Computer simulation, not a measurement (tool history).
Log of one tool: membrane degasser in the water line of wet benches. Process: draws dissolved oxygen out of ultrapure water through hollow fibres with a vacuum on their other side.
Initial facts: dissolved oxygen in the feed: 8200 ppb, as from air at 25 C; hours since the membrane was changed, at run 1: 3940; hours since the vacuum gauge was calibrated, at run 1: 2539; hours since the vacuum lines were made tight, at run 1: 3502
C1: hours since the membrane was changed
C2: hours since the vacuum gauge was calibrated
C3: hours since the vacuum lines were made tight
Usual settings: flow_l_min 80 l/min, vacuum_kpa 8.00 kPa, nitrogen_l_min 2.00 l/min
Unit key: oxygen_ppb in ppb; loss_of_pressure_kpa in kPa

Run 1, hour 0.0: usual settings; C1 3940; C2 2539; C3 3502. Result: oxygen_ppb 399.3 ppb, loss_of_pressure_kpa 51.71 kPa.
Run 2, hour 104.3: usual settings; C1 4044; C2 2643; C3 3606. Result: oxygen_ppb 396.1 ppb, loss_of_pressure_kpa 52.00 kPa.
Run 3, hour 175.4: usual settings; C1 4115; C2 2714; C3 3677. Result: oxygen_ppb 405.0 ppb, loss_of_pressure_kpa 51.91 kPa.
Run 4, hour 301.2: usual settings but vacuum_kpa 10.25 kPa; C1 4241; C2 2840; C3 3803. Result: oxygen_ppb 563.0 ppb, loss_of_pressure_kpa 52.10 kPa.
Run 5, hour 390.4: usual settings but vacuum_kpa 10.25 kPa; C1 4330; C2 2929; C3 3892. Result: oxygen_ppb 566.0 ppb, loss_of_pressure_kpa 52.34 kPa.
Run 6, hour 474.4: usual settings but vacuum_kpa 15.70 kPa; C1 4415; C2 3013; C3 3976. Result: oxygen_ppb 938.5 ppb, loss_of_pressure_kpa 52.05 kPa.
Run 7, hour 610.8: usual settings but vacuum_kpa 15.70 kPa; C1 4551; C2 3150; C3 4113. Result: oxygen_ppb 966.1 ppb, loss_of_pressure_kpa 52.03 kPa.
Run 8, hour 723.6: usual settings but flow_l_min 69 l/min; C1 4664; C2 3263; C3 4225. Result: oxygen_ppb 357.3 ppb, loss_of_pressure_kpa 45.01 kPa.
Run 9, hour 846.3: usual settings but flow_l_min 69 l/min; C1 4786; C2 3385; C3 4348. Result: oxygen_ppb 355.2 ppb, loss_of_pressure_kpa 45.25 kPa.
Run 10, hour 950.3: usual settings but flow_l_min 69 l/min; C1 4890; C2 3489; C3 4452. Result: oxygen_ppb 356.3 ppb, loss_of_pressure_kpa 44.92 kPa.
Run 11, hour 1072.3: usual settings but flow_l_min 69 l/min; C1 5012; C2 3611; C3 4574. Result: oxygen_ppb 362.1 ppb, loss_of_pressure_kpa 45.50 kPa.
Run 12, hour 1145.0: usual settings but flow_l_min 69 l/min; C1 5085; C2 3684; C3 4647. Result: oxygen_ppb 362.4 ppb, loss_of_pressure_kpa 44.89 kPa.
Run 13, hour 1254.7: usual settings but flow_l_min 69 l/min; C1 5195; C2 3794; C3 4757. Result: oxygen_ppb 360.2 ppb, loss_of_pressure_kpa 45.10 kPa.
Run 14, hour 1341.8: usual settings but flow_l_min 69 l/min, vacuum_kpa 8.24 kPa; C1 5282; C2 3881; C3 4844. Result: oxygen_ppb 378.2 ppb, loss_of_pressure_kpa 45.24 kPa.
Run 15, hour 1428.0: usual settings but flow_l_min 98 l/min; C1 5368; C2 3967; C3 4930. Result: oxygen_ppb 479.7 ppb, loss_of_pressure_kpa 64.48 kPa.
Run 16, hour 1501.1: usual settings; C1 5441; C2 4040; C3 5003. Result: oxygen_ppb 405.1 ppb, loss_of_pressure_kpa 52.88 kPa.
Run 17, hour 1590.8: usual settings but flow_l_min 84 l/min, vacuum_kpa 5.32 kPa, nitrogen_l_min 1.15 l/min; C1 5531; C2 4130; C3 5093. Result: oxygen_ppb 314.2 ppb, loss_of_pressure_kpa 55.15 kPa.
Run 18, hour 1648.7: usual settings but flow_l_min 48 l/min, nitrogen_l_min 2.43 l/min; C1 5589; C2 4188; C3 5151. Result: oxygen_ppb 227.3 ppb, loss_of_pressure_kpa 31.59 kPa.
Run 19, hour 1708.0: usual settings but flow_l_min 48 l/min, nitrogen_l_min 2.43 l/min; C1 5648; C2 4247; C3 5210. Result: oxygen_ppb 229.5 ppb, loss_of_pressure_kpa 31.54 kPa.
Run 20, hour 1797.3: usual settings but flow_l_min 86 l/min, nitrogen_l_min 4.05 l/min; C1 5737; C2 4336; C3 5299. Result: oxygen_ppb 255.7 ppb, loss_of_pressure_kpa 56.62 kPa.
Run 21, hour 1905.7: usual settings but flow_l_min 55 l/min, vacuum_kpa 16.39 kPa, nitrogen_l_min 0.98 l/min; C1 5846; C2 4445; C3 5408. Result: oxygen_ppb 1270.3 ppb, loss_of_pressure_kpa 36.39 kPa.
Run 22, hour 2009.5: usual settings but nitrogen_l_min 3.30 l/min; C1 5950; C2 4549; C3 5511. Result: oxygen_ppb 278.7 ppb, loss_of_pressure_kpa 52.66 kPa.
Run 23, hour 2072.5: usual settings but flow_l_min 63 l/min, vacuum_kpa 4.85 kPa, nitrogen_l_min 1.63 l/min; C1 6013; C2 4611; C3 5574. Result: oxygen_ppb 166.1 ppb, loss_of_pressure_kpa 41.91 kPa.
Run 24, hour 2203.8: usual settings but flow_l_min 63 l/min, vacuum_kpa 4.85 kPa, nitrogen_l_min 1.63 l/min; C1 6144; C2 4743; C3 5706. Result: oxygen_ppb 168.1 ppb, loss_of_pressure_kpa 41.68 kPa.
Run 25, hour 2322.8: usual settings but flow_l_min 97 l/min, vacuum_kpa 10.07 kPa, nitrogen_l_min 1.63 l/min; C1 6263; C2 4862; C3 5825. Result: oxygen_ppb 757.6 ppb, loss_of_pressure_kpa 64.65 kPa.
Run 26, hour 2433.4: usual settings but flow_l_min 97 l/min, vacuum_kpa 12.10 kPa, nitrogen_l_min 1.70 l/min; C1 6373; C2 4972; C3 5935. Result: oxygen_ppb 933.2 ppb, loss_of_pressure_kpa 64.50 kPa.
Run 27, hour 2489.8: usual settings but flow_l_min 58 l/min, vacuum_kpa 12.93 kPa; C1 6430; C2 5029; C3 5992. Result: oxygen_ppb 599.5 ppb, loss_of_pressure_kpa 38.83 kPa.
Run 28, hour 2556.5: usual settings but flow_l_min 51 l/min, vacuum_kpa 7.36 kPa, nitrogen_l_min 1.81 l/min; C1 6497; C2 5096; C3 6058. Result: oxygen_ppb 274.5 ppb, loss_of_pressure_kpa 33.98 kPa.
Run 29, hour 2647.9: usual settings but flow_l_min 114 l/min, vacuum_kpa 5.57 kPa, nitrogen_l_min 1.05 l/min; C1 6588; C2 5187; C3 6150. Result: oxygen_ppb 469.8 ppb, loss_of_pressure_kpa 76.41 kPa.
Run 30, hour 2716.6: usual settings but flow_l_min 114 l/min, vacuum_kpa 5.57 kPa, nitrogen_l_min 1.05 l/min; C1 6657; C2 5256; C3 6219. Result: oxygen_ppb 474.3 ppb, loss_of_pressure_kpa 75.96 kPa.
Run 31, hour 2789.0: usual settings but flow_l_min 119 l/min, vacuum_kpa 16.71 kPa, nitrogen_l_min 3.36 l/min; C1 6729; C2 5328; C3 6291. Result: oxygen_ppb 963.7 ppb, loss_of_pressure_kpa 79.67 kPa.

Predict each of these 5 candidate next runs independently; none follows another, all start after run 31:
Run A, hour 2908.8: usual settings but vacuum_kpa 6.63 kPa, nitrogen_l_min 2.73 l/min; C1 6849; C2 5448; C3 6411. Result: oxygen_ppb ?, loss_of_pressure_kpa ?.
Run B, hour 2908.8: usual settings but flow_l_min 72 l/min, vacuum_kpa 16.71 kPa, nitrogen_l_min 2.27 l/min; C1 6849; C2 5448; C3 6411. Result: oxygen_ppb ?, loss_of_pressure_kpa ?.
Run C, hour 2908.8: usual settings but flow_l_min 112 l/min, vacuum_kpa 6.26 kPa; C1 6849; C2 5448; C3 6411. Result: oxygen_ppb ?, loss_of_pressure_kpa ?.
Run D, hour 2908.8: usual settings but nitrogen_l_min 2.46 l/min; C1 6849; C2 5448; C3 6411. Result: oxygen_ppb ?, loss_of_pressure_kpa ?.
Run E, hour 2908.8: usual settings but flow_l_min 52 l/min, vacuum_kpa 8.91 kPa, nitrogen_l_min 1.68 l/min; C1 6849; C2 5448; C3 6411. Result: oxygen_ppb ?, loss_of_pressure_kpa ?.

run  oxygen_ppb  loss_of_pressure_kpa
  A       248.6                 53.34
  B       875.7                 47.97
  C       388.0                 74.85
  D       361.3                 53.45
  E       394.2                 34.90
With the hidden condition removed and each run's random variation left untouched, the same runs would have given:
run  oxygen_ppb  loss_of_pressure_kpa
  A       212.7                 49.63
  B       840.9                 44.63
  C       327.0                 69.64
  D       322.7                 49.74
  E       359.6                 32.48
